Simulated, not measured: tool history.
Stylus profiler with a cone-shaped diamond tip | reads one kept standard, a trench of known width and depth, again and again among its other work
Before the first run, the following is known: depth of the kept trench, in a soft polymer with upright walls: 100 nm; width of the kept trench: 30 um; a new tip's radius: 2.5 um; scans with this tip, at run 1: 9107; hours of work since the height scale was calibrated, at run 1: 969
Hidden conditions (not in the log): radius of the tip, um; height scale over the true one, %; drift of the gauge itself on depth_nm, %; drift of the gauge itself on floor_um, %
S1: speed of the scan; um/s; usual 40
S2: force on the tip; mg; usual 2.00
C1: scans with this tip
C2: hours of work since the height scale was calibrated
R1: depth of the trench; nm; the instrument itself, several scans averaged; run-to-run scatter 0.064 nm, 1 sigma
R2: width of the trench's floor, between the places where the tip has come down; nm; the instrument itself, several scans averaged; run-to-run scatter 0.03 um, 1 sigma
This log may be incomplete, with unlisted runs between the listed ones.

{"run": 1, "hour": 0.0, "S1": 40, "S2": 2.0, "C1": 9107, "C2": 969, "R1": 100.85, "R2": 28330}
{"run": 2, "hour": 10.2, "S1": 40, "S2": 2.0, "C1": 9165, "C2": 975, "R1": 100.89, "R2": 28370}
{"run": 3, "hour": 19.0, "S1": 40, "S2": 2.0, "C1": 9216, "C2": 980, "R1": 100.88, "R2": 28400}
{"run": 4, "hour": 28.6, "S1": 40, "S2": 5.68, "C1": 9271, "C2": 986, "R1": 101.89, "R2": 28440}
{"run": 5, "hour": 45.8, "S1": 40, "S2": 5.68, "C1": 9370, "C2": 997, "R1": 101.87, "R2": 28440}
{"run": 6, "hour": 55.0, "S1": 83, "S2": 2.0, "C1": 9422, "C2": 1002, "R1": 100.93, "R2": 28040}
{"run": 7, "hour": 66.5, "S1": 83, "S2": 2.0, "C1": 9488, "C2": 1009, "R1": 100.96, "R2": 28080}
{"run": 8, "hour": 75.0, "S1": 40, "S2": 3.54, "C1": 9537, "C2": 1014, "R1": 101.37, "R2": 28360}
{"run": 9, "hour": 83.9, "S1": 40, "S2": 4.82, "C1": 9588, "C2": 1020, "R1": 101.85, "R2": 28450}
{"run": 10, "hour": 91.7, "S1": 40, "S2": 4.82, "C1": 9632, "C2": 1025, "R1": 101.67, "R2": 28410}
{"run": 11, "hour": 108.1, "S1": 23, "S2": 4.82, "C1": 9726, "C2": 1035, "R1": 101.67, "R2": 28470}
{"run": 12, "hour": 117.1, "S1": 23, "S2": 4.82, "C1": 9778, "C2": 1040, "R1": 101.74, "R2": 28500}
{"run": 13, "hour": 135.3, "S1": 23, "S2": 4.82, "C1": 9882, "C2": 1051, "R1": 101.76, "R2": 28530}
{"run": 14, "hour": 146.6, "S1": 23, "S2": 4.82, "C1": 9947, "C2": 1058, "R1": 101.63, "R2": 28520}
{"run": 15, "hour": 158.1, "S1": 23, "S2": 4.82, "C1": 10013, "C2": 1065, "R1": 101.71, "R2": 28530}
{"run": 16, "hour": 167.9, "S1": 40, "S2": 0.95, "C1": 10069, "C2": 1071, "R1": 100.57, "R2": 28210}
{"run": 17, "hour": 178.3, "S1": 40, "S2": 2.0, "C1": 10129, "C2": 1077, "R1": 101.04, "R2": 28360}
{"run": 18, "hour": 188.5, "S1": 64, "S2": 1.01, "C1": 10187, "C2": 1084, "R1": 100.62, "R2": 28000}
{"run": 19, "hour": 204.4, "S1": 68, "S2": 0.97, "C1": 10278, "C2": 1093, "R1": 100.47, "R2": 28030}
{"run": 20, "hour": 218.5, "S1": 72, "S2": 4.15, "C1": 10359, "C2": 1102, "R1": 101.57, "R2": 28250}
{"run": 21, "hour": 236.6, "S1": 72, "S2": 4.15, "C1": 10462, "C2": 1113, "R1": 101.54, "R2": 28280}
{"run": 22, "hour": 253.6, "S1": 10, "S2": 1.38, "C1": 10560, "C2": 1123, "R1": 100.76, "R2": 28510}
{"run": 23, "hour": 269.4, "S1": 78, "S2": 2.0, "C1": 10650, "C2": 1133, "R1": 100.89, "R2": 28100}
{"run": 24, "hour": 286.5, "S1": 33, "S2": 1.36, "C1": 10749, "C2": 1143, "R1": 100.64, "R2": 28340}

Run 25 has not been measured yet. What should we expect?
{"run": 25, "hour": 295.4, "S1": 17, "S2": 0.7, "C1": 10799, "C2": 1149, "R1": "?", "R2": "?"}

{"run 25": {"R1": 100.42, "R2": 28400}}
Minus the tool's unlogged condition, the same run would have read R1 100.43 nm, R2 28410 nm.
